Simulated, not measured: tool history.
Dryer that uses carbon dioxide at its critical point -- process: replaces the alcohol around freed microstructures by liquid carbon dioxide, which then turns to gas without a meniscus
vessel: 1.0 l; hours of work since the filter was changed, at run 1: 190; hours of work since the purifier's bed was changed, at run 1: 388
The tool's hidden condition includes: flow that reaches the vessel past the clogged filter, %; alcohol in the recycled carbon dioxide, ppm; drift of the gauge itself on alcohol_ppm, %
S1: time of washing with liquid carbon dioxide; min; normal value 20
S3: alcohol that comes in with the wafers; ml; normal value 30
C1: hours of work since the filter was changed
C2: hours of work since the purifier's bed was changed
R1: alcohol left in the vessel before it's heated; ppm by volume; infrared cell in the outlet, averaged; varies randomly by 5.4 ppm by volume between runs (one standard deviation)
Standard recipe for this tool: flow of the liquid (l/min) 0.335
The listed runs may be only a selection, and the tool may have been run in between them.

{"run": 1, "hour": 0.0, "S1": 20, "flow of the liquid (l/min)": 0.335, "S3": 30, "C1": 190, "C2": 388, "R1": 225}
{"run": 2, "hour": 16.4, "S1": 20, "flow of the liquid (l/min)": 0.484, "S3": 30, "C1": 201, "C2": 398, "R1": 53}
{"run": 3, "hour": 24.7, "S1": 20, "flow of the liquid (l/min)": 0.484, "S3": 30, "C1": 206, "C2": 404, "R1": 39}
{"run": 4, "hour": 42.1, "S1": 20, "flow of the liquid (l/min)": 0.484, "S3": 30, "C1": 218, "C2": 415, "R1": 39}
{"run": 5, "hour": 58.4, "S1": 16, "flow of the liquid (l/min)": 0.484, "S3": 30, "C1": 228, "C2": 426, "R1": 117}
{"run": 6, "hour": 68.7, "S1": 20, "flow of the liquid (l/min)": 0.22, "S3": 30, "C1": 235, "C2": 432, "R1": 1280}
{"run": 7, "hour": 81.7, "S1": 20, "flow of the liquid (l/min)": 0.22, "S3": 30, "C1": 243, "C2": 441, "R1": 1295}
{"run": 8, "hour": 99.2, "S1": 20, "flow of the liquid (l/min)": 0.22, "S3": 30, "C1": 255, "C2": 452, "R1": 1315}
{"run": 9, "hour": 107.6, "S1": 20, "flow of the liquid (l/min)": 0.22, "S3": 30, "C1": 260, "C2": 457, "R1": 1314}
{"run": 10, "hour": 120.4, "S1": 20, "flow of the liquid (l/min)": 0.22, "S3": 30, "C1": 268, "C2": 466, "R1": 1390}
{"run": 11, "hour": 133.5, "S1": 20, "flow of the liquid (l/min)": 0.22, "S3": 30, "C1": 277, "C2": 474, "R1": 1362}
{"run": 12, "hour": 147.1, "S1": 20, "flow of the liquid (l/min)": 0.335, "S3": 30, "C1": 286, "C2": 483, "R1": 256}
{"run": 13, "hour": 154.7, "S1": 20, "flow of the liquid (l/min)": 0.335, "S3": 30, "C1": 291, "C2": 488, "R1": 274}
{"run": 14, "hour": 164.6, "S1": 20, "flow of the liquid (l/min)": 0.335, "S3": 57, "C1": 297, "C2": 494, "R1": 500}
{"run": 15, "hour": 171.7, "S1": 21, "flow of the liquid (l/min)": 0.558, "S3": 20, "C1": 301, "C2": 499, "R1": 37}
{"run": 16, "hour": 187.4, "S1": 15, "flow of the liquid (l/min)": 0.45, "S3": 25, "C1": 312, "C2": 509, "R1": 226}
{"hour": 197.3, "done": "inlet filter changed"}
{"run": 17, "hour": 198.4, "S1": 15, "flow of the liquid (l/min)": 0.45, "S3": 25, "C1": 1, "C2": 516, "R1": 132}
{"run": 18, "hour": 212.1, "S1": 15, "flow of the liquid (l/min)": 0.45, "S3": 25, "C1": 10, "C2": 524, "R1": 128}
{"run": 19, "hour": 222.9, "S1": 27, "flow of the liquid (l/min)": 0.335, "S3": 22, "C1": 17, "C2": 531, "R1": 55}
{"run": 20, "hour": 236.0, "S1": 20, "flow of the liquid (l/min)": 0.335, "S3": 22, "C1": 25, "C2": 540, "R1": 142}
{"run": 21, "hour": 246.6, "S1": 20, "flow of the liquid (l/min)": 0.245, "S3": 30, "C1": 32, "C2": 547, "R1": 700}
{"run": 22, "hour": 257.5, "S1": 17, "flow of the liquid (l/min)": 0.245, "S3": 20, "C1": 39, "C2": 554, "R1": 828}
{"run": 23, "hour": 272.3, "S1": 12, "flow of the liquid (l/min)": 0.484, "S3": 30, "C1": 48, "C2": 563, "R1": 308}
{"run": 24, "hour": 279.5, "S1": 13, "flow of the liquid (l/min)": 0.221, "S3": 65, "C1": 53, "C2": 568, "R1": 7186}
{"run": 25, "hour": 292.7, "S1": 15, "flow of the liquid (l/min)": 0.492, "S3": 30, "C1": 62, "C2": 576, "R1": 116}
{"run": 26, "hour": 303.9, "S1": 15, "flow of the liquid (l/min)": 0.363, "S3": 43, "C1": 69, "C2": 584, "R1": 617}
{"run": 27, "hour": 314.3, "S1": 20, "flow of the liquid (l/min)": 0.388, "S3": 30, "C1": 76, "C2": 590, "R1": 99}

Predict each of these 3 candidate next runs independently; none follows another, all start after run 27:
{"run": "A", "hour": 322.1, "S1": 31, "flow of the liquid (l/min)": 0.335, "S3": 30, "C1": 81, "C2": 595, "R1": "?"}
{"run": "B", "hour": 322.1, "S1": 23, "flow of the liquid (l/min)": 0.335, "S3": 30, "C1": 81, "C2": 595, "R1": "?"}
{"run": "C", "hour": 322.1, "S1": 15, "flow of the liquid (l/min)": 0.335, "S3": 87, "C1": 81, "C2": 595, "R1": "?"}

run=A R1=47
run=B R1=102
run=C R1=1743
With the hidden condition removed and each run's random variation left untouched, the same runs would have given:
run=A R1=10
run=B R1=52
run=C R1=1451

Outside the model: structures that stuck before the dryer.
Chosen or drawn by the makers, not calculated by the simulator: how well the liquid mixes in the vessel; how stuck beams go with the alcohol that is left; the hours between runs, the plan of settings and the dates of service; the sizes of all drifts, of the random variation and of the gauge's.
